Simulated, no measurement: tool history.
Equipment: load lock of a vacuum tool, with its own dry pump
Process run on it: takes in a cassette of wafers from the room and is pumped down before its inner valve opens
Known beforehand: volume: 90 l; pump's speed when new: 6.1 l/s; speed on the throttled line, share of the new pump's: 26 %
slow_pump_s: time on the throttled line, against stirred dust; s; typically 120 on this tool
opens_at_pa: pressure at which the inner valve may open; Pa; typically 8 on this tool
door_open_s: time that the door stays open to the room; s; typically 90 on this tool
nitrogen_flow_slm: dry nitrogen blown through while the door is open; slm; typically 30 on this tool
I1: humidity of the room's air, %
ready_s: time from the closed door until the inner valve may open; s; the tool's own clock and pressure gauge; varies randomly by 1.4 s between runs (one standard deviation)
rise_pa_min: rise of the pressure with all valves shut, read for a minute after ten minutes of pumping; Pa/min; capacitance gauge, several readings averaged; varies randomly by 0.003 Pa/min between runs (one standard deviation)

run 1 day=0 | slow_pump_s=120 opens_at_pa=8 door_open_s=90 nitrogen_flow_slm=30 | I1=47.4 | ready_s=228.8 rise_pa_min=0.028
run 2 day=1.712 | slow_pump_s=120 opens_at_pa=11 door_open_s=90 nitrogen_flow_slm=30 | I1=47.8 | ready_s=226.5 rise_pa_min=0.031
run 3 day=4.408 | slow_pump_s=120 opens_at_pa=8 door_open_s=90 nitrogen_flow_slm=30 | I1=45.2 | ready_s=229.4 rise_pa_min=0.026
run 4 day=8.042 | slow_pump_s=86 opens_at_pa=8 door_open_s=90 nitrogen_flow_slm=30 | I1=44.1 | ready_s=205 rise_pa_min=0.031
run 5 day=11.696 | slow_pump_s=86 opens_at_pa=8 door_open_s=90 nitrogen_flow_slm=30 | I1=44.2 | ready_s=203.1 rise_pa_min=0.03
run 6 day=15.496 | slow_pump_s=72 opens_at_pa=8 door_open_s=90 nitrogen_flow_slm=30 | I1=46 | ready_s=191.9 rise_pa_min=0.029
run 7 day=17.496 | slow_pump_s=72 opens_at_pa=8 door_open_s=90 nitrogen_flow_slm=30 | I1=45.6 | ready_s=193.9 rise_pa_min=0.025
run 8 day=19.55 | slow_pump_s=72 opens_at_pa=8 door_open_s=90 nitrogen_flow_slm=30 | I1=46.6 | ready_s=191.3 rise_pa_min=0.022
run 9 day=22.779 | slow_pump_s=151 opens_at_pa=8 door_open_s=116 nitrogen_flow_slm=29 | I1=47.1 | ready_s=252.6 rise_pa_min=0.032
run 10 day=26.083 | slow_pump_s=151 opens_at_pa=8 door_open_s=116 nitrogen_flow_slm=29 | I1=44.7 | ready_s=251.1 rise_pa_min=0.029

Run 11 comes next. What will it give?
run 11 day=29.208 | slow_pump_s=151 opens_at_pa=8 door_open_s=209 nitrogen_flow_slm=29 | I1=44.5 | ready_s=? rise_pa_min=?

{"run 11": {"ready_s": 254.3, "rise_pa_min": 0.037}}
With the hidden condition absent and the run-to-run variation left alone, this run would have shown ready_s 254.2 s, rise_pa_min 0.036 Pa/min.
